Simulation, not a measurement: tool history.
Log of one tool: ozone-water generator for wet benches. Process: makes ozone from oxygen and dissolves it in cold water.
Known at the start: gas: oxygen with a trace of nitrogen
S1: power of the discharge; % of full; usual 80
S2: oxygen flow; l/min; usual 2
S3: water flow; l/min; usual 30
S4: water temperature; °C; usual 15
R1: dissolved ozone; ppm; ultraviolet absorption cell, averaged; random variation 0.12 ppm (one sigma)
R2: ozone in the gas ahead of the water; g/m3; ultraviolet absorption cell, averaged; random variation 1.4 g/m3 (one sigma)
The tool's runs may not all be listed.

| run | hour | S1 | S2 | S3 | S4 | R1 | R2 |
|---|---|---|---|---|---|---|---|
| 1 | 0 | 80 | 2 | 30 | 15 | 9.8 | 263.5 |
| 2 | 29.1 | 80 | 2 | 30 | 15 | 9.9 | 261.2 |
| 3 | 82.8 | 80 | 2 | 30 | 15 | 9.7 | 263.5 |
| 4 | 118.8 | 80 | 2 | 30 | 15 | 9.9 | 260.5 |
| 5 | 152.8 | 80 | 2 | 35 | 15 | 8.2 | 262.9 |
| 6 | 213.7 | 80 | 1.02 | 30 | 15 | 8 | 390.8 |
| 7 | 252.2 | 52 | 2 | 30 | 15 | 7.8 | 208.7 |
| 8 | 311.6 | 52 | 2 | 30 | 15 | 7.8 | 209.7 |
| 9 | 360.9 | 52 | 2 | 30 | 15 | 8.1 | 211.6 |
| 10 | 394.9 | 80 | 1.54 | 30 | 15 | 9.2 | 304.1 |
| 11 | 455.4 | 80 | 1.54 | 30 | 15 | 9 | 304.8 |
|  | 462.2 | contactor cleaned |
| 12 | 519.4 | 80 | 1.54 | 30 | 15 | 8.8 | 303.4 |
| 13 | 552.9 | 80 | 2 | 34 | 15 | 8.4 | 259.8 |
| 14 | 593.1 | 68 | 2 | 30 | 15 | 8.7 | 239.7 |
| 15 | 645.2 | 80 | 1.33 | 30 | 15 | 8.5 | 333.6 |
| 16 | 701.3 | 80 | 1.33 | 30 | 15 | 8.4 | 335.7 |
| 17 | 730.2 | 46 | 2 | 30 | 15 | 7.2 | 195.4 |
|  | 754.8 | contactor cleaned, once more |
| 18 | 789.7 | 73 | 1.07 | 22 | 15 | 11.6 | 357.5 |
| 19 | 841.6 | 73 | 1.07 | 22 | 15 | 11.3 | 358.3 |
| 20 | 902.6 | 73 | 1.07 | 22 | 15 | 11.4 | 356.5 |
| 21 | 953.8 | 72 | 1.07 | 22 | 16 | 11.4 | 355.1 |
| 22 | 1002.1 | 72 | 1.13 | 19 | 16 | 13.3 | 340.2 |
| 23 | 1047.1 | 66 | 2 | 30 | 7 | 9.4 | 235.4 |
| 24 | 1101.7 | 84 | 3.41 | 27 | 13 | 12.9 | 192.7 |
| 25 | 1148 | 84 | 3.41 | 27 | 13 | 12.9 | 192.8 |
| 26 | 1198.7 | 84 | 3.41 | 27 | 13 | 13 | 189.4 |
| 27 | 1257.6 | 68 | 1.06 | 30 | 23 | 7.6 | 344.7 |
| 28 | 1297.9 | 67 | 1.06 | 30 | 17 | 7.4 | 342 |
| 29 | 1344.6 | 67 | 1.06 | 30 | 17 | 7.6 | 345.6 |
| 30 | 1394.2 | 82 | 2.53 | 39 | 22 | 7.7 | 225.8 |
| 31 | 1426.7 | 80 | 1 | 31 | 8 | 7.9 | 388.5 |
| 32 | 1484.1 | 86 | 1.12 | 30 | 15 | 8.7 | 372.5 |
| 33 | 1523.1 | 80 | 3.46 | 25 | 15 | 13 | 185.8 |

3 ways to go on from here, each from the tool as it stands after run 33. What would each give?
| A | 1553.4 | 80 | 3.36 | 40 | 15 | ? | ? |
| B | 1553.4 | 94 | 3.46 | 25 | 15 | ? | ? |
| C | 1553.4 | 91 | 2 | 30 | 15 | ? | ? |

| run | R1 | R2 |
|---|---|---|
| A | 8.1 | 186.3 |
| B | 14 | 199.4 |
| C | 10.3 | 272.7 |
Without the tool's hidden state the same runs would have given:
| run | R1 | R2 |
|---|---|---|
| A | 8.5 | 193.5 |
| B | 14.8 | 207.7 |
| C | 10.9 | 283.9 |
